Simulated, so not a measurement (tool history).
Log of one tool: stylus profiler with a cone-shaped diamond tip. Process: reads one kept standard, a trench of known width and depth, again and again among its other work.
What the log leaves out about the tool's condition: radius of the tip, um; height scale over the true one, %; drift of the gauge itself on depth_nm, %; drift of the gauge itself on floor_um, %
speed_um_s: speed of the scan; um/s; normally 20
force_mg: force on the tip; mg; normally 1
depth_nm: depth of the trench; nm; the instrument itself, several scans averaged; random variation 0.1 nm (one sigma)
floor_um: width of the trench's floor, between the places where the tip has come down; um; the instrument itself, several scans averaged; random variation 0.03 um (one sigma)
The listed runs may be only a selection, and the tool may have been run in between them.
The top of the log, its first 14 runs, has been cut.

| run | hour | speed_um_s | force_mg | scans with this tip | hours of work since the height scale was calibrated | depth_nm | floor_um |
|---|---|---|---|---|---|---|---|
| 15 | 941.5 | 15 | 1 | 9497 | 146 | 200.72 | 47.27 |
| 16 | 1026.5 | 20 | 1.39 | 9840 | 196 | 201.03 | 47.19 |
| 17 | 1114 | 19 | 2.89 | 10194 | 249 | 201.38 | 47.22 |
| 18 | 1185.5 | 8 | 0.66 | 10483 | 291 | 200.81 | 47.17 |
| 19 | 1255.6 | 8 | 1.67 | 10766 | 333 | 201.07 | 47.15 |
| 20 | 1343.3 | 10 | 2.42 | 11121 | 386 | 201.41 | 47.14 |
| 21 | 1425.3 | 32 | 0.88 | 11452 | 435 | 201.02 | 46.95 |
| 22 | 1487.1 | 10 | 0.34 | 11702 | 472 | 200.69 | 47.03 |
| 23 | 1570.6 | 41 | 1.35 | 12040 | 522 | 201.23 | 46.9 |
| 24 | 1641 | 41 | 1.35 | 12324 | 564 | 201 | 46.97 |
| 25 | 1694.9 | 34 | 0.99 | 12542 | 596 | 201 | 46.92 |
| 26 | 1736.1 | 34 | 0.99 | 12709 | 621 | 200.98 | 46.89 |
| 27 | 1823.5 | 8 | 1.58 | 13062 | 673 | 201.33 | 47.04 |
| 28 | 1859.9 | 62 | 0.36 | 13209 | 695 | 200.77 | 46.44 |
| 29 | 1946.4 | 62 | 0.36 | 13559 | 747 | 200.94 | 46.42 |
| 30 | 2035.4 | 30 | 0.39 | 13919 | 800 | 200.84 | 46.7 |
| 31 | 2079.1 | 30 | 0.39 | 14095 | 826 | 201.04 | 46.71 |

3 options for the next run, each taken on its own from the tool as it stands now. Forecast them:
| A | 2134.2 | 32 | 2.51 | 14318 | 859 | ? | ? |
| B | 2134.2 | 6 | 1.4 | 14318 | 859 | ? | ? |
| C | 2134.2 | 30 | 1.82 | 14318 | 859 | ? | ? |

| run | depth_nm | floor_um |
|---|---|---|
| A | 201.6 | 46.9 |
| B | 201.25 | 46.91 |
| C | 201.55 | 46.88 |
The same runs, with their run-to-run variation unchanged, on a tool lacking any hidden condition would have given:
| run | depth_nm | floor_um |
|---|---|---|
| A | 200.99 | 47.94 |
| B | 200.64 | 47.95 |
| C | 200.94 | 47.92 |
